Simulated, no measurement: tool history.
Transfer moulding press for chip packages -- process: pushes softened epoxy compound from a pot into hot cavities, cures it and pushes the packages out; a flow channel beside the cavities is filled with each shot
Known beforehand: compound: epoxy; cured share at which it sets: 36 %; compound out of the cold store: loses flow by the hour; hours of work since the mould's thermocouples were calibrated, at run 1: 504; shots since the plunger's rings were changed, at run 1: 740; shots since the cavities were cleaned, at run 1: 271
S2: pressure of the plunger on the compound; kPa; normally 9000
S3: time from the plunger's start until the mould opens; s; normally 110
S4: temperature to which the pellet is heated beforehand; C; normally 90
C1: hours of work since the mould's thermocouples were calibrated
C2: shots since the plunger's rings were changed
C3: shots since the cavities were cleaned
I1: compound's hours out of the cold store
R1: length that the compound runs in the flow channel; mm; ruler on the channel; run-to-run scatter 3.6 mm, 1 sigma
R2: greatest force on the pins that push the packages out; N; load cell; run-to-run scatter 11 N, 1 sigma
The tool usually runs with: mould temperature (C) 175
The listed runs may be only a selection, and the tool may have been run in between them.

{"run": 1, "day": 0.0, "mould temperature (C)": 175, "S2": 9000, "S3": 110, "S4": 90, "C1": 504, "C2": 740, "C3": 271, "I1": 19.5, "R1": 823, "R2": 712}
{"day": 0.996, "done": "cavities cleaned with cleaning compound and waxed"}
{"run": 2, "day": 2.571, "mould temperature (C)": 175, "S2": 7260, "S3": 110, "S4": 90, "C1": 542, "C2": 1382, "C3": 404, "I1": 21.2, "R1": 719, "R2": 766}
{"day": 2.942, "done": "cavities cleaned with cleaning compound and waxed"}
{"day": 5.038, "done": "cavities cleaned with cleaning compound and waxed"}
{"run": 3, "day": 6.342, "mould temperature (C)": 175, "S2": 7260, "S3": 110, "S4": 90, "C1": 597, "C2": 2316, "C3": 335, "I1": 43.4, "R1": 659, "R2": 694}
{"day": 7.162, "done": "cavities cleaned with cleaning compound and waxed"}
{"run": 4, "day": 8.846, "mould temperature (C)": 173, "S2": 7260, "S3": 110, "S4": 90, "C1": 634, "C2": 2941, "C3": 432, "I1": 18.9, "R1": 716, "R2": 871}
{"day": 9.267, "done": "cavities cleaned with cleaning compound and waxed"}
{"day": 11.0, "done": "mould's thermocouples calibrated"}
{"day": 11.404, "done": "cavities cleaned with cleaning compound and waxed"}
{"run": 5, "day": 11.588, "mould temperature (C)": 173, "S2": 7260, "S3": 110, "S4": 90, "C1": 8, "C2": 3590, "C3": 47, "I1": 13.3, "R1": 725, "R2": 658}
{"day": 13.371, "done": "cavities cleaned with cleaning compound and waxed"}
{"day": 14.404, "done": "plunger's sealing rings changed"}
{"run": 6, "day": 15.296, "mould temperature (C)": 175, "S2": 9000, "S3": 110, "S4": 84, "C1": 62, "C2": 227, "C3": 466, "I1": 43.3, "R1": 758, "R2": 706}
{"day": 15.529, "done": "cavities cleaned with cleaning compound and waxed"}
{"day": 17.533, "done": "cavities cleaned with cleaning compound and waxed"}
{"run": 7, "day": 17.683, "mould temperature (C)": 175, "S2": 9000, "S3": 110, "S4": 84, "C1": 96, "C2": 806, "C3": 37, "I1": 12.9, "R1": 835, "R2": 565}
{"day": 19.512, "done": "cavities cleaned with cleaning compound and waxed"}
{"run": 8, "day": 20.433, "mould temperature (C)": 175, "S2": 9000, "S3": 110, "S4": 84, "C1": 137, "C2": 1495, "C3": 236, "I1": 13.8, "R1": 815, "R2": 679}
{"day": 21.662, "done": "cavities cleaned with cleaning compound and waxed"}
{"run": 9, "day": 23.004, "mould temperature (C)": 175, "S2": 9000, "S3": 110, "S4": 84, "C1": 175, "C2": 2138, "C3": 344, "I1": 40.0, "R1": 738, "R2": 691}
{"day": 23.738, "done": "cavities cleaned with cleaning compound and waxed"}
{"day": 25.7, "done": "cavities cleaned with cleaning compound and waxed"}
{"run": 10, "day": 25.7, "mould temperature (C)": 175, "S2": 9000, "S3": 110, "S4": 96, "C1": 214, "C2": 2796, "C3": 0, "I1": 22.2, "R1": 779, "R2": 517}
{"day": 27.804, "done": "cavities cleaned with cleaning compound and waxed"}
{"run": 11, "day": 28.9, "mould temperature (C)": 175, "S2": 9000, "S3": 110, "S4": 90, "C1": 262, "C2": 3599, "C3": 281, "I1": 21.1, "R1": 777, "R2": 687}
{"day": 29.829, "done": "cavities cleaned with cleaning compound and waxed"}
{"run": 12, "day": 31.112, "mould temperature (C)": 176, "S2": 9000, "S3": 110, "S4": 90, "C1": 294, "C2": 4150, "C3": 329, "I1": 31.6, "R1": 739, "R2": 639}
{"day": 31.729, "done": "plunger's sealing rings changed"}
{"day": 32.133, "done": "cavities cleaned with cleaning compound and waxed"}
{"run": 13, "day": 32.946, "mould temperature (C)": 176, "S2": 9000, "S3": 110, "S4": 91, "C1": 320, "C2": 295, "C3": 207, "I1": 11.6, "R1": 837, "R2": 611}
{"day": 34.317, "done": "cavities cleaned with cleaning compound and waxed"}
{"day": 36.275, "done": "cavities cleaned with cleaning compound and waxed"}
{"run": 14, "day": 36.275, "mould temperature (C)": 167, "S2": 10360, "S3": 90, "S4": 90, "C1": 368, "C2": 1116, "C3": 0, "I1": 32.0, "R1": 853, "R2": 1363}
{"day": 38.433, "done": "cavities cleaned with cleaning compound and waxed"}
{"run": 15, "day": 39.029, "mould temperature (C)": 175, "S2": 8100, "S3": 110, "S4": 95, "C1": 409, "C2": 1805, "C3": 152, "I1": 25.0, "R1": 741, "R2": 586}
{"day": 40.546, "done": "cavities cleaned with cleaning compound and waxed"}
{"run": 16, "day": 41.567, "mould temperature (C)": 175, "S2": 7900, "S3": 122, "S4": 89, "C1": 447, "C2": 2439, "C3": 261, "I1": 15.6, "R1": 750, "R2": 618}
{"day": 42.638, "done": "cavities cleaned with cleaning compound and waxed"}
{"run": 17, "day": 44.183, "mould temperature (C)": 175, "S2": 7900, "S3": 122, "S4": 89, "C1": 486, "C2": 3093, "C3": 395, "I1": 21.1, "R1": 728, "R2": 625}
{"day": 44.579, "done": "cavities cleaned with cleaning compound and waxed"}
{"day": 46.579, "done": "cavities cleaned with cleaning compound and waxed"}
{"run": 18, "day": 48.1, "mould temperature (C)": 179, "S2": 7270, "S3": 113, "S4": 83, "C1": 543, "C2": 4064, "C3": 389, "I1": 42.6, "R1": 633, "R2": 600}
{"day": 48.704, "done": "cavities cleaned with cleaning compound and waxed"}
{"day": 49.304, "done": "plunger's sealing rings changed"}
{"day": 50.854, "done": "cavities cleaned with cleaning compound and waxed"}
{"run": 19, "day": 50.942, "mould temperature (C)": 171, "S2": 10870, "S3": 150, "S4": 89, "C1": 583, "C2": 404, "C3": 23, "I1": 37.3, "R1": 858, "R2": 444}
{"day": 52.933, "done": "cavities cleaned with cleaning compound and waxed"}
{"run": 20, "day": 53.004, "mould temperature (C)": 171, "S2": 10870, "S3": 150, "S4": 89, "C1": 613, "C2": 916, "C3": 18, "I1": 28.3, "R1": 876, "R2": 467}
{"day": 54.846, "done": "cavities cleaned with cleaning compound and waxed"}
{"run": 21, "day": 55.408, "mould temperature (C)": 182, "S2": 9000, "S3": 110, "S4": 83, "C1": 649, "C2": 1515, "C3": 144, "I1": 17.5, "R1": 789, "R2": 480}
{"day": 56.446, "done": "mould's thermocouples calibrated"}
{"day": 56.879, "done": "cavities cleaned with cleaning compound and waxed"}
{"run": 22, "day": 57.279, "mould temperature (C)": 182, "S2": 9000, "S3": 110, "S4": 83, "C1": 12, "C2": 1957, "C3": 103, "I1": 25.8, "R1": 769, "R2": 462}
{"day": 58.858, "done": "cavities cleaned with cleaning compound and waxed"}
{"run": 23, "day": 59.292, "mould temperature (C)": 182, "S2": 10310, "S3": 128, "S4": 96, "C1": 41, "C2": 2457, "C3": 112, "I1": 16.4, "R1": 844, "R2": 472}
{"day": 61.079, "done": "cavities cleaned with cleaning compound and waxed"}
{"run": 24, "day": 61.625, "mould temperature (C)": 183, "S2": 9890, "S3": 94, "S4": 89, "C1": 76, "C2": 3037, "C3": 139, "I1": 18.8, "R1": 798, "R2": 537}

Consider 3 possible next runs. They are alternatives, not a sequence: every one starts from the tool as it was left by run 24. What does each give?
{"day": 62.983, "done": "cavities cleaned with cleaning compound and waxed"}
{"run": "A", "day": 63.862, "mould temperature (C)": 182, "S2": 9000, "S3": 144, "S4": 90, "C1": 109, "C2": 3594, "C3": 224, "I1": 17.9, "R1": "?", "R2": "?"}
{"day": 62.983, "done": "cavities cleaned with cleaning compound and waxed"}
{"run": "B", "day": 63.862, "mould temperature (C)": 183, "S2": 9890, "S3": 94, "S4": 85, "C1": 109, "C2": 3594, "C3": 224, "I1": 41.1, "R1": "?", "R2": "?"}
{"day": 62.983, "done": "cavities cleaned with cleaning compound and waxed"}
{"run": "C", "day": 63.862, "mould temperature (C)": 172, "S2": 8020, "S3": 94, "S4": 89, "C1": 109, "C2": 3594, "C3": 224, "I1": 18.5, "R1": "?", "R2": "?"}

run=A R1=767 R2=482
run=B R1=742 R2=551
run=C R1=752 R2=1164
Without the tool's hidden state the same runs would have given:
run=A R1=807 R2=392
run=B R1=781 R2=445
run=C R1=791 R2=929
